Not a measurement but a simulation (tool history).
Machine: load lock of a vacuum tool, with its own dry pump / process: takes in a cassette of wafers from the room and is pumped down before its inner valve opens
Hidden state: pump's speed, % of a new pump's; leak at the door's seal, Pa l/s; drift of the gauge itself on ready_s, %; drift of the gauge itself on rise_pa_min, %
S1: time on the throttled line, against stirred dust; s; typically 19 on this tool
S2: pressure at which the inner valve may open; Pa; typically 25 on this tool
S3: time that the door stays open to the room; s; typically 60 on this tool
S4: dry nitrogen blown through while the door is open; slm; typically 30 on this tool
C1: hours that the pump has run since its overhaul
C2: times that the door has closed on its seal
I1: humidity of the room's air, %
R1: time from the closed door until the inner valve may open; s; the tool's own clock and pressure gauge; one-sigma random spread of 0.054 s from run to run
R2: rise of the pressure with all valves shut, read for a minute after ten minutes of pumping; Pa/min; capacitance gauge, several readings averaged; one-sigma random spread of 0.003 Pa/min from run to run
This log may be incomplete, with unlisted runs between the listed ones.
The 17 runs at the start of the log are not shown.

run,hour,S1,S2,S3,S4,C1,C2,I1,R1,R2
18,4710.2,19,25,60,23,2619,63704,47.4,28.89,0.279
19,4906.8,19,25,60,23,2816,64539,48.5,28.81,0.292
20,5075.3,19,25,60,23,2985,65256,44.1,28.84,0.294
21,5307.3,19,25,60,23,3216,66241,48.1,28.89,0.306
22,5574.3,19,20,60,23,3483,67376,43.1,29.28,0.303
23,5823.5,12,20,60,23,3733,68435,48.3,23.52,0.315
24,6033.7,21,25,60,6,3943,69328,44.5,30.76,0.345
25,6253.3,21,25,60,6,4162,70262,44.3,30.64,0.344
26,6502.9,19,37,68,33,4412,71322,44.5,28.37,0.330
27,6795.0,12,19,75,12,4704,72564,44.0,23.71,0.352
28,7112.6,12,38,46,30,5022,73914,41.6,22.52,0.345
29,7321.2,12,38,46,30,5230,74800,45.0,22.73,0.352
30,7690.1,12,38,46,30,5599,76368,45.9,22.78,0.359
31,8013.3,12,38,46,30,5922,77741,43.3,22.75,0.365
32,8198.0,12,38,46,30,6107,78526,49.3,22.74,0.383
33,8454.8,11,43,186,10,6364,79618,40.8,21.93,0.430
# hour 8501.9: door's seal changed, seat wiped
34,8860.6,11,43,186,10,6768,1524,44.4,21.86,0.059
35,9105.1,34,24,186,24,7013,2563,43.2,41.71,0.039

What if the next run were any one of these 4? Each begins from the tool's condition after run 35:
A,9385.2,19,24,101,32,7293,3753,43.6,?,?
B,9385.2,34,34,69,6,7293,3753,46.0,?,?
C,9385.2,21,22,60,30,7293,3753,48.0,?,?
D,9385.2,12,24,176,24,7293,3753,50.4,?,?

run,R1,R2
A,29.53,0.028
B,41.12,0.045
C,31.16,0.023
D,23.81,0.037
Stripped of hidden state, with their random variation kept, the same runs would have yielded:
run,R1,R2
A,28.56,0.025
B,40.46,0.042
C,30.21,0.020
D,22.72,0.034
